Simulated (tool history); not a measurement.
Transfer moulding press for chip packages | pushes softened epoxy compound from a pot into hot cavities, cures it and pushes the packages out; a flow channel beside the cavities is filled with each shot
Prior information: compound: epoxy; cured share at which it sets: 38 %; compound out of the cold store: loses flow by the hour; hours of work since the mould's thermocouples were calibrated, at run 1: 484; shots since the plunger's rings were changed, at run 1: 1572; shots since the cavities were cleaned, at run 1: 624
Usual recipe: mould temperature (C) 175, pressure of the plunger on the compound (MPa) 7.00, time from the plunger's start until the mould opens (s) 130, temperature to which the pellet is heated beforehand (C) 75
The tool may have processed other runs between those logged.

run     day  mould temperature (C)  pressure of the plunger on the compound (MPa)  time from the plunger's start until the mould opens (s)  temperature to which the pellet is heated beforehand (C)  hours of work since the mould's thermocouples were calibrated  shots since the plunger's rings were changed  shots since the cavities were cleaned  incoming compound's hours out of the cold store  length that the compound runs in the flow channel (mm)  greatest force on the pins that push the packages out (N)
  1   0.000                    175                                           7.00                                                      130                                                        75                                                            484                                          1572                                    624                                             35.5                                                     832                                                        411
      0.875  -- cavities cleaned with cleaning compound and waxed
  2   2.638                    175                                           7.00                                                      165                                                        75                                                            517                                          2013                                    302                                             44.1                                                     807                                                        309
  3   4.433                    175                                           7.00                                                      165                                                        73                                                            540                                          2321                                    610                                             18.9                                                     852                                                        365
      5.588  -- cavities cleaned with cleaning compound and waxed
  4   6.946                    175                                           7.00                                                      165                                                        73                                                            571                                          2742                                    233                                             11.4                                                     869                                                        303
  5   9.962                    175                                           7.00                                                      165                                                        73                                                            610                                          3259                                    750                                             37.1                                                     806                                                        388
     10.288  -- cavities cleaned with cleaning compound and waxed
  6  13.421                    175                                           7.00                                                      165                                                        73                                                            653                                          3843                                    539                                             39.4                                                     798                                                        384
     14.779  -- cavities cleaned with cleaning compound and waxed
  7  16.558                    175                                           7.00                                                      130                                                        75                                                            692                                          4369                                    304                                             21.9                                                     823                                                        360
     19.288  -- cavities cleaned with cleaning compound and waxed
  8  20.033                    175                                           7.00                                                      130                                                        75                                                            736                                          4955                                    128                                             36.3                                                     793                                                        295
     21.521  -- mould's thermocouples calibrated
  9  22.817                    175                                           7.00                                                      130                                                        75                                                             17                                          5418                                    591                                             41.1                                                     798                                                        431
     24.067  -- cavities cleaned with cleaning compound and waxed
 10  24.350                    175                                           7.00                                                      147                                                        75                                                             35                                          5671                                     49                                             16.1                                                     824                                                        222
 11  27.629                    175                                           7.00                                                      147                                                        75                                                             77                                          6233                                    611                                             31.7                                                     794                                                        381
     28.058  -- plunger's sealing rings changed
     28.950  -- cavities cleaned with cleaning compound and waxed
 12  31.150                    181                                           7.00                                                      147                                                        75                                                            120                                           519                                    377                                              8.1                                                     860                                                        341
     33.542  -- cavities cleaned with cleaning compound and waxed
 13  33.542                    175                                           8.58                                                      130                                                        75                                                            150                                           919                                      0                                             39.6                                                     919                                                        200
 14  35.300                    175                                           7.00                                                      130                                                        82                                                            172                                          1221                                    302                                             42.9                                                     828                                                        366
 15  37.521                    175                                           7.00                                                      130                                                        82                                                            201                                          1602                                    683                                             12.3                                                     894                                                        453
     38.204  -- cavities cleaned with cleaning compound and waxed
 16  39.067                    175                                           7.00                                                      130                                                        82                                                            220                                          1856                                    147                                             11.8                                                     885                                                        294
 17  40.904                    175                                           7.00                                                      130                                                        85                                                            243                                          2172                                    463                                             14.3                                                     871                                                        423
     42.875  -- cavities cleaned with cleaning compound and waxed
 18  43.208                    175                                           8.26                                                      137                                                        82                                                            272                                          2556                                     57                                             10.8                                                     951                                                        242
 19  45.654                    183                                           5.34                                                      130                                                        75                                                            303                                          2976                                    477                                             35.6                                                     674                                                        354
     47.650  -- cavities cleaned with cleaning compound and waxed
 20  47.683                    169                                           7.69                                                      117                                                        68                                                            328                                          3313                                      5                                             34.1                                                     893                                                        356
 21  50.992                    169                                           7.69                                                      117                                                        68                                                            370                                          3881                                    573                                             13.1                                                     937                                                        718
     52.279  -- cavities cleaned with cleaning compound and waxed
 22  52.825                    169                                           6.23                                                      117                                                        68                                                            393                                          4185                                     94                                             44.3                                                     774                                                        428
 23  55.821                    169                                           6.30                                                      117                                                        68                                                            431                                          4699                                    608                                             41.0                                                     787                                                        675
     56.892  -- cavities cleaned with cleaning compound and waxed
 24  59.162                    169                                           6.30                                                      117                                                        68                                                            473                                          5261                                    389                                             19.8                                                     823                                                        662
     61.442  -- cavities cleaned with cleaning compound and waxed
 25  62.112                    168                                           5.87                                                      117                                                        68                                                            510                                          5757                                    116                                             14.6                                                     802                                                        532
     65.192  -- plunger's sealing rings changed
 26  65.512                    168                                           5.87                                                      131                                                        68                                                            552                                            55                                    681                                             19.4                                                     833                                                        600
     66.029  -- cavities cleaned with cleaning compound and waxed
 27  67.746                    168                                           5.87                                                      131                                                        68                                                            580                                           428                                    295                                             35.3                                                     808                                                        487

Hidden state or all else? Some run-to-run changes of length that the compound runs in the flow channel (mm), split into what the settings, what came in and random variation would give without the hidden state, and what is left for the hidden state (with any gauge scatter that isn't in both results):
Unlogged tool condition in this case: true mould temperature over the reading, C; pressure that reaches the compound, % of what is set; grip of the stained cavities, % over clean ones'; drift of the gauge itself on flow_mm, %; drift of the gauge itself on push_out_n, %.
Run 11 -> 12: mould temperature (C) 175 -> 181, plunger's sealing rings changed, cavities cleaned with cleaning compound and waxed. length that the compound runs in the flow channel (mm) +66: hidden state +56, all else +10.
Run 18 -> 19: mould temperature (C) 175 -> 183, pressure of the plunger on the compound (MPa) 8.26 -> 5.34, time from the plunger's start until the mould opens (s) 137 -> 130, temperature to which the pellet is heated beforehand (C) 82 -> 75. length that the compound runs in the flow channel (mm) -277: hidden state +5, all else -282.
Run 19 -> 20: mould temperature (C) 183 -> 169, pressure of the plunger on the compound (MPa) 5.34 -> 7.69, time from the plunger's start until the mould opens (s) 130 -> 117, temperature to which the pellet is heated beforehand (C) 75 -> 68, cavities cleaned with cleaning compound and waxed. length that the compound runs in the flow channel (mm) +219: hidden state -12, all else +231.
Run 25 -> 26: time from the plunger's start until the mould opens (s) 117 -> 131, plunger's sealing rings changed. length that the compound runs in the flow channel (mm) +31: hidden state +49, all else -18.

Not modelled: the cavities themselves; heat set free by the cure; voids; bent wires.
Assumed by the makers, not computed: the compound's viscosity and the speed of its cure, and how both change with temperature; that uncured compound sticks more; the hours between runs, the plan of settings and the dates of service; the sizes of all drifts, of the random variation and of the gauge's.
